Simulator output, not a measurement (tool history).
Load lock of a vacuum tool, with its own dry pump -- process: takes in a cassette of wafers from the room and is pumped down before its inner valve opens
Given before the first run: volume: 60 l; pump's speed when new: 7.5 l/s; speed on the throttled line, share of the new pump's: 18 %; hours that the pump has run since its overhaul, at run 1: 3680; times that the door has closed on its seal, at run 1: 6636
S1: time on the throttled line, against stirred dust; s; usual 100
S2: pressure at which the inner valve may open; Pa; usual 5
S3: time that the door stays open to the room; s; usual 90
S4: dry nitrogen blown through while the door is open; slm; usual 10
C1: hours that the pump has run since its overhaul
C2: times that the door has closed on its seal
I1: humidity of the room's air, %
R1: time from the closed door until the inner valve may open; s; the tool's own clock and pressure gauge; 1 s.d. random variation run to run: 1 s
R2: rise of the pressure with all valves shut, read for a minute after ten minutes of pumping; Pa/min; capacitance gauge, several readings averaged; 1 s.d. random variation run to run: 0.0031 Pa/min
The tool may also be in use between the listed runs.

{"run": 1, "hour": 0.0, "S1": 100, "S2": 5, "S3": 90, "S4": 10, "C1": 3680, "C2": 6636, "I1": 47.7, "R1": 163.0, "R2": 0.07}
{"run": 2, "hour": 92.7, "S1": 100, "S2": 5, "S3": 90, "S4": 10, "C1": 3773, "C2": 6823, "I1": 42.9, "R1": 165.6, "R2": 0.063}
{"run": 3, "hour": 181.2, "S1": 100, "S2": 5, "S3": 90, "S4": 10, "C1": 3861, "C2": 7002, "I1": 42.1, "R1": 165.3, "R2": 0.067}
{"run": 4, "hour": 319.1, "S1": 100, "S2": 5, "S3": 115, "S4": 10, "C1": 3999, "C2": 7281, "I1": 44.5, "R1": 166.5, "R2": 0.076}
{"run": 5, "hour": 451.5, "S1": 100, "S2": 5, "S3": 90, "S4": 10, "C1": 4132, "C2": 7548, "I1": 44.7, "R1": 167.1, "R2": 0.071}
{"run": 6, "hour": 521.3, "S1": 100, "S2": 5, "S3": 59, "S4": 10, "C1": 4201, "C2": 7689, "I1": 48.2, "R1": 165.7, "R2": 0.067}
{"run": 7, "hour": 585.4, "S1": 100, "S2": 5, "S3": 59, "S4": 10, "C1": 4266, "C2": 7819, "I1": 46.8, "R1": 165.3, "R2": 0.066}
{"run": 8, "hour": 700.6, "S1": 100, "S2": 5, "S3": 59, "S4": 10, "C1": 4381, "C2": 8051, "I1": 45.8, "R1": 166.9, "R2": 0.065}
{"run": 9, "hour": 802.2, "S1": 100, "S2": 5, "S3": 90, "S4": 10, "C1": 4482, "C2": 8256, "I1": 47.9, "R1": 165.7, "R2": 0.073}
{"run": 10, "hour": 942.4, "S1": 100, "S2": 5, "S3": 90, "S4": 10, "C1": 4622, "C2": 8540, "I1": 47.0, "R1": 165.7, "R2": 0.076}
{"run": 11, "hour": 1024.5, "S1": 100, "S2": 5, "S3": 90, "S4": 10, "C1": 4705, "C2": 8706, "I1": 45.0, "R1": 167.2, "R2": 0.074}
{"run": 12, "hour": 1153.8, "S1": 198, "S2": 8, "S3": 40, "S4": 8, "C1": 4834, "C2": 8967, "I1": 46.2, "R1": 241.5, "R2": 0.06}
{"run": 13, "hour": 1225.3, "S1": 198, "S2": 7, "S3": 40, "S4": 5, "C1": 4905, "C2": 9111, "I1": 42.2, "R1": 240.4, "R2": 0.062}
{"run": 14, "hour": 1334.0, "S1": 130, "S2": 5, "S3": 40, "S4": 7, "C1": 5014, "C2": 9331, "I1": 44.2, "R1": 191.0, "R2": 0.06}
{"run": 15, "hour": 1394.7, "S1": 87, "S2": 7, "S3": 69, "S4": 38, "C1": 5075, "C2": 9454, "I1": 42.4, "R1": 153.9, "R2": 0.038}
{"run": 16, "hour": 1537.0, "S1": 72, "S2": 4, "S3": 90, "S4": 10, "C1": 5217, "C2": 9741, "I1": 45.3, "R1": 147.3, "R2": 0.075}
{"run": 17, "hour": 1678.8, "S1": 72, "S2": 4, "S3": 90, "S4": 10, "C1": 5359, "C2": 10027, "I1": 48.0, "R1": 145.4, "R2": 0.082}
{"run": 18, "hour": 1756.5, "S1": 72, "S2": 4, "S3": 90, "S4": 10, "C1": 5437, "C2": 10184, "I1": 42.3, "R1": 147.5, "R2": 0.07}
{"run": 19, "hour": 1849.6, "S1": 72, "S2": 4, "S3": 90, "S4": 10, "C1": 5530, "C2": 10373, "I1": 44.0, "R1": 147.1, "R2": 0.08}
{"run": 20, "hour": 1978.0, "S1": 88, "S2": 5, "S3": 40, "S4": 10, "C1": 5658, "C2": 10632, "I1": 45.2, "R1": 158.9, "R2": 0.058}
{"run": 21, "hour": 2074.5, "S1": 102, "S2": 10, "S3": 90, "S4": 10, "C1": 5755, "C2": 10827, "I1": 44.8, "R1": 162.2, "R2": 0.081}
{"run": 22, "hour": 2141.0, "S1": 62, "S2": 7, "S3": 218, "S4": 34, "C1": 5821, "C2": 10961, "I1": 44.3, "R1": 133.0, "R2": 0.071}

5 ways to go on from here, each from the tool as it stands after run 22. What would each give?
{"run": "A", "hour": 2279.0, "S1": 71, "S2": 8, "S3": 129, "S4": 34, "C1": 5959, "C2": 11240, "I1": 45.4, "R1": "?", "R2": "?"}
{"run": "B", "hour": 2279.0, "S1": 140, "S2": 7, "S3": 40, "S4": 7, "C1": 5959, "C2": 11240, "I1": 48.2, "R1": "?", "R2": "?"}
{"run": "C", "hour": 2279.0, "S1": 106, "S2": 5, "S3": 90, "S4": 10, "C1": 5959, "C2": 11240, "I1": 42.8, "R1": "?", "R2": "?"}
{"run": "D", "hour": 2279.0, "S1": 100, "S2": 5, "S3": 78, "S4": 10, "C1": 5959, "C2": 11240, "I1": 47.0, "R1": "?", "R2": "?"}
{"run": "E", "hour": 2279.0, "S1": 62, "S2": 8, "S3": 218, "S4": 34, "C1": 5959, "C2": 11240, "I1": 46.3, "R1": "?", "R2": "?"}

run=A R1=140.9 R2=0.061
run=B R1=197.4 R2=0.066
run=C R1=172.1 R2=0.076
run=D R1=167.5 R2=0.079
run=E R1=132.7 R2=0.072
Had the tool no hidden state, the same runs would have come out as:
run=A R1=135.4 R2=0.037
run=B R1=192.7 R2=0.043
run=C R1=166.8 R2=0.052
run=D R1=162.1 R2=0.056
run=E R1=127.0 R2=0.048

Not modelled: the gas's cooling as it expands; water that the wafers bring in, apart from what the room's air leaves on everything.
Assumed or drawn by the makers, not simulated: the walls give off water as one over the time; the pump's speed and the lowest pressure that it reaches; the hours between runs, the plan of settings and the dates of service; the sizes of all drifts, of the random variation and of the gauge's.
